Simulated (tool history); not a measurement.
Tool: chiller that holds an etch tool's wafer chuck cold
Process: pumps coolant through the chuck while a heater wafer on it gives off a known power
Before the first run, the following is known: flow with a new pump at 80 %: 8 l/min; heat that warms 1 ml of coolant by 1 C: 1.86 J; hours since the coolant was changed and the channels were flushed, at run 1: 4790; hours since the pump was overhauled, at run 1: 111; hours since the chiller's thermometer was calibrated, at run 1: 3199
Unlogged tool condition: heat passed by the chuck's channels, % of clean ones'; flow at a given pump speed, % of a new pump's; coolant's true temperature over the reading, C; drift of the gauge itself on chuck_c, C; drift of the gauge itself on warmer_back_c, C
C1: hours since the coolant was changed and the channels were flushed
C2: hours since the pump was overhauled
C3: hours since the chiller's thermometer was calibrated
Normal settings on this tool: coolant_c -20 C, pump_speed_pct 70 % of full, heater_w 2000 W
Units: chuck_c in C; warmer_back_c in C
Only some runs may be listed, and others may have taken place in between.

{"run": 1, "hour": 0.0, "coolant_c": -20, "pump_speed_pct": 70, "heater_w": 2000, "C1": 4790, "C2": 111, "C3": 3199, "chuck_c": 1.0, "warmer_back_c": 9.37}
{"run": 2, "hour": 71.6, "coolant_c": -20, "pump_speed_pct": 70, "heater_w": 2000, "C1": 4862, "C2": 183, "C3": 3271, "chuck_c": 0.7, "warmer_back_c": 9.24}
{"run": 3, "hour": 162.6, "coolant_c": -20, "pump_speed_pct": 70, "heater_w": 2000, "C1": 4953, "C2": 274, "C3": 3362, "chuck_c": 1.1, "warmer_back_c": 9.21}
{"run": 4, "hour": 206.9, "coolant_c": -20, "pump_speed_pct": 92, "heater_w": 2000, "C1": 4997, "C2": 318, "C3": 3406, "chuck_c": -2.6, "warmer_back_c": 6.93}
{"run": 5, "hour": 250.7, "coolant_c": -20, "pump_speed_pct": 70, "heater_w": 1145, "C1": 5041, "C2": 362, "C3": 3450, "chuck_c": -8.1, "warmer_back_c": 5.26}
{"run": 6, "hour": 300.6, "coolant_c": -20, "pump_speed_pct": 70, "heater_w": 1145, "C1": 5091, "C2": 412, "C3": 3500, "chuck_c": -8.1, "warmer_back_c": 5.3}
{"hour": 343.6, "done": "chiller's thermometer calibrated"}
{"run": 7, "hour": 363.2, "coolant_c": -20, "pump_speed_pct": 70, "heater_w": 1145, "C1": 5152, "C2": 473, "C3": 20, "chuck_c": -7.8, "warmer_back_c": 5.17}
{"run": 8, "hour": 445.3, "coolant_c": -20, "pump_speed_pct": 70, "heater_w": 1145, "C1": 5235, "C2": 556, "C3": 102, "chuck_c": -8.1, "warmer_back_c": 5.25}
{"run": 9, "hour": 506.4, "coolant_c": -18, "pump_speed_pct": 78, "heater_w": 1580, "C1": 5296, "C2": 617, "C3": 163, "chuck_c": -2.7, "warmer_back_c": 6.38}
{"run": 10, "hour": 548.7, "coolant_c": -20, "pump_speed_pct": 85, "heater_w": 1033, "C1": 5338, "C2": 659, "C3": 205, "chuck_c": -10.4, "warmer_back_c": 3.73}
{"run": 11, "hour": 604.5, "coolant_c": -20, "pump_speed_pct": 85, "heater_w": 1033, "C1": 5394, "C2": 715, "C3": 261, "chuck_c": -10.6, "warmer_back_c": 3.7}
{"run": 12, "hour": 646.0, "coolant_c": -21, "pump_speed_pct": 70, "heater_w": 2777, "C1": 5435, "C2": 756, "C3": 302, "chuck_c": 8.1, "warmer_back_c": 12.77}
{"run": 13, "hour": 738.4, "coolant_c": -21, "pump_speed_pct": 70, "heater_w": 2777, "C1": 5528, "C2": 849, "C3": 395, "chuck_c": 8.0, "warmer_back_c": 12.71}

Here are 5 independent what-if runs from the current tool condition. What would each one return?
{"run": "A", "hour": 775.9, "coolant_c": -30, "pump_speed_pct": 84, "heater_w": 2139, "C1": 5565, "C2": 886, "C3": 432, "chuck_c": "?", "warmer_back_c": "?"}
{"run": "B", "hour": 775.9, "coolant_c": -13, "pump_speed_pct": 68, "heater_w": 2407, "C1": 5565, "C2": 886, "C3": 432, "chuck_c": "?", "warmer_back_c": "?"}
{"run": "C", "hour": 775.9, "coolant_c": -30, "pump_speed_pct": 70, "heater_w": 2777, "C1": 5565, "C2": 886, "C3": 432, "chuck_c": "?", "warmer_back_c": "?"}
{"run": "D", "hour": 775.9, "coolant_c": -21, "pump_speed_pct": 87, "heater_w": 2280, "C1": 5565, "C2": 886, "C3": 432, "chuck_c": "?", "warmer_back_c": "?"}
{"run": "E", "hour": 775.9, "coolant_c": -22, "pump_speed_pct": 88, "heater_w": 2011, "C1": 5565, "C2": 886, "C3": 432, "chuck_c": "?", "warmer_back_c": "?"}

run=A chuck_c=-10.1 warmer_back_c=8.05
run=B chuck_c=12.7 warmer_back_c=11.33
run=C chuck_c=-0.9 warmer_back_c=12.71
run=D chuck_c=-0.4 warmer_back_c=8.10
run=E chuck_c=-3.9 warmer_back_c=7.11
What these runs would have given with no unlogged condition in the tool:
run=A chuck_c=-10.1 warmer_back_c=8.25
run=B chuck_c=12.7 warmer_back_c=11.53
run=C chuck_c=-0.9 warmer_back_c=12.91
run=D chuck_c=-0.4 warmer_back_c=8.30
run=E chuck_c=-3.9 warmer_back_c=7.31
